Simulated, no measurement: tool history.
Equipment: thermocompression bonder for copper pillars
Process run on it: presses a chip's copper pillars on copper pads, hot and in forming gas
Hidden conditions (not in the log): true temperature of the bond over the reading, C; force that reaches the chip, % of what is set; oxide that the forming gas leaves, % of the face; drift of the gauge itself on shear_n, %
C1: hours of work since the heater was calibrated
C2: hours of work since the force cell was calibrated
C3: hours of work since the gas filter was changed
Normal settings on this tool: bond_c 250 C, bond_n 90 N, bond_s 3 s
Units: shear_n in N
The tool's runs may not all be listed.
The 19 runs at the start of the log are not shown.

run 20 day=18.883 | bond_c=255 bond_n=90 bond_s=3 | C1=490 C2=285 C3=187 | shear_n=61.4
run 21 day=19.521 | bond_c=232 bond_n=90 bond_s=3 | C1=496 C2=291 C3=193 | shear_n=48.8
run 22 day=20.612 | bond_c=239 bond_n=90 bond_s=2 | C1=507 C2=302 C3=204 | shear_n=47.0
run 23 day=21.512 | bond_c=276 bond_n=67 bond_s=2 | C1=516 C2=311 C3=213 | shear_n=54.3
run 24 day=22.404 | bond_c=250 bond_n=99 bond_s=3 | C1=525 C2=319 C3=222 | shear_n=62.4
run 25 day=23.462 | bond_c=250 bond_n=99 bond_s=3 | C1=535 C2=330 C3=232 | shear_n=62.6
run 26 day=24.067 | bond_c=250 bond_n=99 bond_s=3 | C1=541 C2=336 C3=238 | shear_n=62.5
run 27 day=25.212 | bond_c=248 bond_n=125 bond_s=3 | C1=553 C2=347 C3=249 | shear_n=69.1
run 28 day=26.454 | bond_c=246 bond_n=90 bond_s=6 | C1=565 C2=360 C3=262 | shear_n=65.7
run 29 day=27.679 | bond_c=229 bond_n=90 bond_s=6 | C1=577 C2=372 C3=274 | shear_n=57.5
run 30 day=28.729 | bond_c=260 bond_n=116 bond_s=2 | C1=587 C2=382 C3=284 | shear_n=66.0
run 31 day=29.617 | bond_c=250 bond_n=77 bond_s=3 | C1=596 C2=391 C3=293 | shear_n=52.8
run 32 day=30.196 | bond_c=250 bond_n=77 bond_s=3 | C1=602 C2=397 C3=299 | shear_n=52.1
run 33 day=31.096 | bond_c=247 bond_n=81 bond_s=2 | C1=611 C2=405 C3=308 | shear_n=46.4
run 34 day=32.092 | bond_c=239 bond_n=66 bond_s=3 | C1=621 C2=415 C3=317 | shear_n=41.3
run 35 day=33.150 | bond_c=225 bond_n=121 bond_s=7 | C1=631 C2=426 C3=328 | shear_n=66.7

Run 36, settings as shown, results not yet in. Your forecast:
run 36 day=34.112 | bond_c=236 bond_n=112 bond_s=2 | C1=641 C2=435 C3=337 | shear_n=?

shear_n: 51.8 N
With the hidden condition absent and the run-to-run variation left alone, this run would have shown shear_n 51.9 N.
